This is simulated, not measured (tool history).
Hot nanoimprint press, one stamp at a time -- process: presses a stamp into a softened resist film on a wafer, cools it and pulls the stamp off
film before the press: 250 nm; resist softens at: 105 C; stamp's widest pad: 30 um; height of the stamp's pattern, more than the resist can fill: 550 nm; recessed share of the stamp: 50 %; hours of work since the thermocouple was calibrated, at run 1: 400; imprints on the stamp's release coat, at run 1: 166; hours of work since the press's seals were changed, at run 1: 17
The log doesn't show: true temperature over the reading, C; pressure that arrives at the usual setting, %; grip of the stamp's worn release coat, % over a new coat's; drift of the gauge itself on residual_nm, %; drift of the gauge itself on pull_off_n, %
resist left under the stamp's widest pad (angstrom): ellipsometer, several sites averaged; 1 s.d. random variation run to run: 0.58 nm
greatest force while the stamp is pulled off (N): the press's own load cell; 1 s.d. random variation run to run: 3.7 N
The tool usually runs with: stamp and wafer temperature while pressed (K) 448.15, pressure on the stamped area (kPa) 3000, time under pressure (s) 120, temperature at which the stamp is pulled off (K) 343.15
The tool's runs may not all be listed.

| run | hour | stamp and wafer temperature while pressed (K) | pressure on the stamped area (kPa) | time under pressure (s) | temperature at which the stamp is pulled off (K) | hours of work since the thermocouple was calibrated | imprints on the stamp's release coat | hours of work since the press's seals were changed | resist left under the stamp's widest pad (angstrom) | greatest force while the stamp is pulled off (N) |
|---|---|---|---|---|---|---|---|---|---|---|
| 1 | 0 | 448.15 | 3000 | 120 | 343.15 | 400 | 166 | 17 | 1364 | 180 |
| 2 | 11.2 | 439.15 | 3000 | 120 | 343.15 | 407 | 190 | 23 | 1854 | 178 |
| 3 | 23.4 | 439.15 | 3000 | 120 | 343.15 | 414 | 216 | 30 | 1839 | 176 |
| 4 | 34.2 | 451.15 | 3000 | 120 | 343.15 | 420 | 239 | 37 | 1236 | 182 |
| 5 | 42.8 | 448.15 | 3000 | 120 | 343.15 | 425 | 257 | 42 | 1374 | 176 |
| 6 | 58.3 | 448.15 | 3000 | 120 | 343.15 | 434 | 290 | 51 | 1366 | 181 |
| 7 | 69.6 | 448.15 | 3000 | 120 | 343.15 | 440 | 314 | 57 | 1368 | 171 |
| 8 | 79.1 | 448.15 | 1920 | 120 | 343.15 | 446 | 335 | 63 | 1695 | 173 |
| 9 | 88.4 | 448.15 | 3000 | 131 | 342.15 | 451 | 354 | 68 | 1339 | 183 |
|  | 100.8 | plate thermocouple calibrated |
| 10 | 108.5 | 451.15 | 4090 | 152 | 342.15 | 4 | 391 | 78 | 955 | 176 |
| 11 | 125.3 | 451.15 | 4090 | 152 | 342.15 | 14 | 427 | 88 | 956 | 182 |
| 12 | 139 | 446.15 | 3000 | 101 | 344.15 | 22 | 456 | 96 | 1563 | 177 |
| 13 | 147.1 | 453.15 | 3450 | 120 | 343.15 | 27 | 473 | 100 | 1063 | 182 |
| 14 | 155.5 | 453.15 | 3450 | 120 | 343.15 | 32 | 491 | 105 | 1053 | 172 |
| 15 | 172.5 | 443.15 | 3000 | 120 | 342.15 | 41 | 527 | 115 | 1652 | 180 |
| 16 | 181.8 | 439.15 | 3000 | 88 | 342.15 | 47 | 547 | 120 | 1983 | 182 |

A few steps of resist left under the stamp's widest pad (angstrom) between consecutive runs. Split each: what settings, incoming material and random variation would produce without the hidden state, and what is left over for the hidden state, along with gauge scatter present in only one of the two compared results (measured, and without hidden state):
Run 11 -> 12: stamp and wafer temperature while pressed (K) 451.15 -> 446.15, pressure on the stamped area (kPa) 4090 -> 3000, time under pressure (s) 152 -> 101, temperature at which the stamp is pulled off (K) 342.15 -> 344.15. resist left under the stamp's widest pad (angstrom) +607: hidden state +4, all else +603.
Run 14 -> 15: stamp and wafer temperature while pressed (K) 453.15 -> 443.15, pressure on the stamped area (kPa) 3450 -> 3000, temperature at which the stamp is pulled off (K) 343.15 -> 342.15. resist left under the stamp's widest pad (angstrom) +599: hidden state +6, all else +593.

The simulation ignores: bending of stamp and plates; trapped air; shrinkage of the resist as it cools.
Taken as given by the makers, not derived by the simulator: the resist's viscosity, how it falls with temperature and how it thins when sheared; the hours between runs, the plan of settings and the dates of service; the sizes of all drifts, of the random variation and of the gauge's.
